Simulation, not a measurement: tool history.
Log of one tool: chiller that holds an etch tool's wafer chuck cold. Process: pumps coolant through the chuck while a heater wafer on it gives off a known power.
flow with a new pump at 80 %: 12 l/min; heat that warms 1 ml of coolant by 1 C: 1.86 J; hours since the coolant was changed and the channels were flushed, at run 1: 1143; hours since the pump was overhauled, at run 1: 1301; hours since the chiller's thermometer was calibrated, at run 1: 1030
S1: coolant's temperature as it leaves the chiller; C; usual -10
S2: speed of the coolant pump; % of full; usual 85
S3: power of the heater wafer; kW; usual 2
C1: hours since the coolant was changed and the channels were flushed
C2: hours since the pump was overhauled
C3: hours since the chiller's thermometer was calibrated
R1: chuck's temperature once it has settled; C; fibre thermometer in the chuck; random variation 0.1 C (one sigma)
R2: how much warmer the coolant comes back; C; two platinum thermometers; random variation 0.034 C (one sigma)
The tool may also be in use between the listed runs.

Run 1, day 0: usual settings; C1 1143; C2 1301; C3 1030. Result: R1 3.3 C, R2 5.1 C.
Run 2, day 2.188: usual settings; C1 1195; C2 1353; C3 1082. Result: R1 3.2 C, R2 5.02 C.
Run 3, day 5.196: usual settings; C1 1268; C2 1425; C3 1154. Result: R1 3.2 C, R2 5.07 C.
Run 4, day 7.65: usual settings but S2 86 % of full; C1 1326; C2 1484; C3 1213. Result: R1 3.2 C, R2 4.99 C.
Run 5, day 9.688: usual settings but S2 86 % of full; C1 1375; C2 1533; C3 1262. Result: R1 3.1 C, R2 5 C.
Run 6, day 12.704: usual settings; C1 1448; C2 1606; C3 1334. Result: R1 3.3 C, R2 5.01 C.
Run 7, day 15.008: usual settings; C1 1503; C2 1661; C3 1390. Result: R1 3.3 C, R2 5.05 C.
Run 8, day 17.383: usual settings; C1 1560; C2 1718; C3 1447. Result: R1 3.2 C, R2 5.15 C.
Run 9, day 19.125: usual settings; C1 1602; C2 1760; C3 1489. Result: R1 3.2 C, R2 5.09 C.
Run 10, day 22.358: usual settings but S3 1.035 kW; C1 1679; C2 1837; C3 1566. Result: R1 -3 C, R2 2.66 C.
Run 11, day 24.538: usual settings but S1 -4 C; C1 1732; C2 1890; C3 1618. Result: R1 9.4 C, R2 5.1 C.
Run 12, day 27.667: usual settings but S1 -4 C; C1 1807; C2 1965; C3 1693. Result: R1 9.3 C, R2 5.1 C.
Run 13, day 31.138: usual settings but S1 -4 C; C1 1890; C2 2048; C3 1777. Result: R1 9.5 C, R2 5.08 C.
Run 14, day 33.208: usual settings but S1 -4 C; C1 1940; C2 2098; C3 1826. Result: R1 9.4 C, R2 5.11 C.
Run 15, day 35.096: usual settings but S3 2.235 kW; C1 1985; C2 2143; C3 1872. Result: R1 4.8 C, R2 5.72 C.
Run 16, day 37.129: usual settings but S2 70 % of full; C1 2034; C2 2192; C3 1921. Result: R1 5.2 C, R2 6.32 C.
Run 17, day 38.929: usual settings but S2 70 % of full; C1 2077; C2 2235; C3 1964. Result: R1 5.1 C, R2 6.2 C.
Run 18, day 40.754: usual settings but S2 70 % of full; C1 2121; C2 2279; C3 2008. Result: R1 5.1 C, R2 6.3 C.
Run 19, day 43.292: usual settings but S1 -5 C, S2 72 % of full, S3 2.723 kW; C1 2182; C2 2340; C3 2069. Result: R1 15 C, R2 8.32 C.
Run 20, day 46.142: usual settings but S1 -5 C, S2 95 % of full, S3 2.002 kW; C1 2250; C2 2408; C3 2137. Result: R1 7.4 C, R2 4.61 C.
Run 21, day 48.154: usual settings but S1 -5 C, S2 95 % of full, S3 2.002 kW; C1 2298; C2 2456; C3 2185. Result: R1 7.6 C, R2 4.63 C.
Run 22, day 51.529: usual settings but S1 -8 C, S2 76 % of full, S3 1.153 kW; C1 2379; C2 2537; C3 2266. Result: R1 0.3 C, R2 3.41 C.
Run 23, day 54.592: usual settings but S1 -11 C, S2 70 % of full, S3 2.073 kW; C1 2453; C2 2611; C3 2340. Result: R1 4.6 C, R2 6.49 C.
Run 24, day 58.046: usual settings but S1 -11 C, S2 70 % of full, S3 2.073 kW; C1 2536; C2 2694; C3 2423. Result: R1 4.6 C, R2 6.54 C.
Run 25, day 60.896: usual settings but S1 -11 C, S2 70 % of full, S3 2.073 kW; C1 2604; C2 2762; C3 2491. Result: R1 4.6 C, R2 6.53 C.
Run 26, day 62.654: usual settings but S1 -15 C, S2 90 % of full, S3 1.551 kW; C1 2646; C2 2804; C3 2533. Result: R1 -4.9 C, R2 3.8 C.
Run 27, day 64.517: usual settings but S1 -15 C, S2 90 % of full, S3 1.551 kW; C1 2691; C2 2849; C3 2578. Result: R1 -5 C, R2 3.81 C.
Run 28, day 67.504: usual settings but S1 -15 C, S2 90 % of full, S3 1.551 kW; C1 2763; C2 2921; C3 2650. Result: R1 -5.1 C, R2 3.88 C.
Run 29, day 70.262: usual settings but S1 -3 C, S2 99 % of full; C1 2829; C2 2987; C3 2716. Result: R1 8.9 C, R2 4.57 C.
Run 30, day 72.308: usual settings but S1 -13 C, S2 99 % of full, S3 2.021 kW; C1 2878; C2 3036; C3 2765. Result: R1 -1.1 C, R2 4.47 C.
Run 31, day 74.05: usual settings but S1 -13 C, S2 99 % of full, S3 2.021 kW; C1 2920; C2 3078; C3 2807. Result: R1 -0.8 C, R2 4.49 C.

4 ways to go on from here, each from the tool as it stands after run 31. What would each give?
Run A, day 77.125: usual settings but S1 -3 C, S2 99 % of full, S3 2.021 kW; C1 2994; C2 3152; C3 2880. Result: R1 ?, R2 ?.
Run B, day 77.125: usual settings but S1 -13 C, S2 70 % of full, S3 2.021 kW; C1 2994; C2 3152; C3 2880. Result: R1 ?, R2 ?.
Run C, day 77.125: usual settings but S1 -8 C, S2 95 % of full, S3 2.708 kW; C1 2994; C2 3152; C3 2880. Result: R1 ?, R2 ?.
Run D, day 77.125: usual settings but S1 -11 C, S2 99 % of full, S3 2.021 kW; C1 2994; C2 3152; C3 2880. Result: R1 ?, R2 ?.

run   R1    R2
  A  9.2  4.48
  B  2.3  6.44
  C  8.8  6.23
  D  1.1  4.54
Without the tool's hidden state the same runs would have given:
run   R1    R2
  A  9.2  4.32
  B  2.2  6.28
  C  8.8  6.07
  D  1.1  4.38

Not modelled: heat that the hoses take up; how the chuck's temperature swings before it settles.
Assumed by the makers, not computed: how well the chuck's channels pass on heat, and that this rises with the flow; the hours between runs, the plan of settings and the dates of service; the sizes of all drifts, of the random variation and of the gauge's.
